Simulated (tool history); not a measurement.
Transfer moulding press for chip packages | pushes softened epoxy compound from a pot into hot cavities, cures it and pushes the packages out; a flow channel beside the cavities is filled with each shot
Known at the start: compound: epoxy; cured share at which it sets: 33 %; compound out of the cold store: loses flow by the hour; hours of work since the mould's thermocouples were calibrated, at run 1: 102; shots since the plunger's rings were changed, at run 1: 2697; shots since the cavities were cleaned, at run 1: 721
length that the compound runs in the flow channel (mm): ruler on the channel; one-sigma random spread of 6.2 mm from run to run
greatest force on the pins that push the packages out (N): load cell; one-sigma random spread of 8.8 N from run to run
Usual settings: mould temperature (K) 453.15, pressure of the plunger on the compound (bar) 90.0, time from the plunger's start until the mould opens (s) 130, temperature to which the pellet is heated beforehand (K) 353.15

run	hour	mould temperature (K)	pressure of the plunger on the compound (bar)	time from the plunger's start until the mould opens (s)	temperature to which the pellet is heated beforehand (K)	hours of work since the mould's thermocouples were calibrated	shots since the plunger's rings were changed	shots since the cavities were cleaned	incoming compound's hours out of the cold store	length that the compound runs in the flow channel (mm)	greatest force on the pins that push the packages out (N)
1	0.0	453.15	90.0	130	353.15	102	2697	721	37.2	670	542
2	7.1	453.15	90.0	150	353.15	107	2764	788	22.3	710	454
3	11.7	453.15	90.0	150	353.15	110	2808	832	11.7	745	477
4	21.3	453.15	90.0	150	353.15	116	2900	924	41.6	659	488
5	30.8	453.15	90.0	150	353.15	122	2990	1014	43.3	638	477
6	37.3	453.15	76.2	130	353.15	126	3052	1076	21.4	660	548
7	45.1	453.15	76.2	130	353.15	131	3127	1151	13.9	681	552
# hour 51.4: cavities cleaned with cleaning compound and waxed
8	54.7	447.15	76.2	130	353.15	136	3203	31	47.8	604	533
9	63.9	447.15	76.2	130	353.15	142	3291	119	22.0	673	591
10	72.6	447.15	76.2	130	353.15	148	3373	201	33.4	641	632
11	77.5	448.15	90.0	130	353.15	151	3420	248	19.8	727	596
12	84.1	448.15	90.0	130	353.15	155	3483	311	40.5	662	604
13	93.4	448.15	90.0	130	353.15	161	3572	400	31.7	700	621
14	101.3	458.15	90.0	130	353.15	166	3647	475	44.0	624	417
15	105.7	455.15	90.0	126	357.15	169	3689	517	30.2	675	469
16	114.5	455.15	90.0	126	357.15	175	3773	601	40.9	643	473
17	121.9	460.15	90.0	130	353.15	180	3843	671	13.3	683	438
18	132.1	460.15	90.0	130	353.15	186	3940	768	29.5	655	421
19	140.5	460.15	90.0	130	353.15	192	4020	848	17.6	684	451
20	149.9	455.15	90.0	130	353.15	198	4110	938	15.7	717	493
21	155.5	447.15	89.4	130	353.15	201	4163	991	12.5	751	800
22	163.5	453.15	95.0	130	343.15	206	4239	1067	13.2	738	576
23	170.2	453.15	95.0	130	343.15	211	4303	1131	10.6	742	556
24	175.0	453.15	90.0	123	352.15	214	4349	1177	36.3	659	563
# hour 179.1: cavities cleaned with cleaning compound and waxed
25	183.1	453.15	90.0	123	352.15	218	4411	38	14.7	709	453
26	193.3	453.15	90.0	124	351.15	225	4509	136	19.8	702	459
27	201.8	453.15	90.0	124	351.15	230	4589	216	39.9	636	450
28	207.0	453.15	88.8	152	353.15	233	4639	266	45.2	618	407

4 options for the next run, each taken on its own from the tool as it stands now. Forecast them:
A	212.0	452.15	90.0	130	361.15	237	4687	314	19.4	?	?
B	212.0	455.15	107.1	121	353.15	237	4687	314	41.6	?	?
C	212.0	447.15	94.0	130	358.15	237	4687	314	8.1	?	?
D	212.0	455.15	88.8	132	347.15	237	4687	314	47.9	?	?

run	length that the compound runs in the flow channel (mm)	greatest force on the pins that push the packages out (N)
A	711	495
B	689	444
C	778	722
D	605	419
With the hidden condition removed and each run's random variation left untouched, the same runs would have given:
run	length that the compound runs in the flow channel (mm)	greatest force on the pins that push the packages out (N)
A	777	402
B	752	361
C	849	585
D	661	342
